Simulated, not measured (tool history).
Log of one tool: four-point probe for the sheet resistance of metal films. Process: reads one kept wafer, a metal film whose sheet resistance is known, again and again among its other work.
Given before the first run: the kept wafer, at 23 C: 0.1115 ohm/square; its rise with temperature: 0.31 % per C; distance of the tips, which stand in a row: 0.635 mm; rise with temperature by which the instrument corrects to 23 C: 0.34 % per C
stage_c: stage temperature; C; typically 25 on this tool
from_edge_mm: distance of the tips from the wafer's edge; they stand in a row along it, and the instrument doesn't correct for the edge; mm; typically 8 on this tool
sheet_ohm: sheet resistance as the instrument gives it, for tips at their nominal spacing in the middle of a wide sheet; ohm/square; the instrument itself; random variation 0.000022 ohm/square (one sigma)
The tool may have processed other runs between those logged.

run,hour,stage_c,from_edge_mm,sheet_ohm
1,0.0,25,8,0.111651
2,24.1,25,8,0.111634
3,48.8,25,8,0.111612
4,62.2,25,8,0.111682
5,84.5,25,8,0.111648
6,103.3,23,8,0.111778
7,122.1,23,8,0.111696
8,136.1,23,8,0.111746
9,156.8,19,8,0.111932
# hour 159.4: stage's thermometer calibrated
10,177.2,20,8,0.111894
11,194.8,18,41,0.111636
12,218.1,18,50,0.111682
# hour 243.3: stage's thermometer calibrated, once more
13,243.3,35,7,0.111371
14,257.1,30,37,0.111118
15,274.4,30,37,0.111115
16,289.4,22,13,0.111545
17,313.8,22,13,0.111578
18,332.4,32,13,0.111211

4 ways to go on from here, each from the tool as it stands after run 18. What would each give?
A,353.8,18,8,?
B,353.8,25,7,?
C,353.8,35,8,?
D,353.8,32,22,?

run,sheet_ohm
A,0.112029
B,0.111816
C,0.111271
D,0.111110
Had the tool no hidden state, the same runs would have come out as:
run,sheet_ohm
A,0.112120
B,0.111907
C,0.111362
D,0.111201
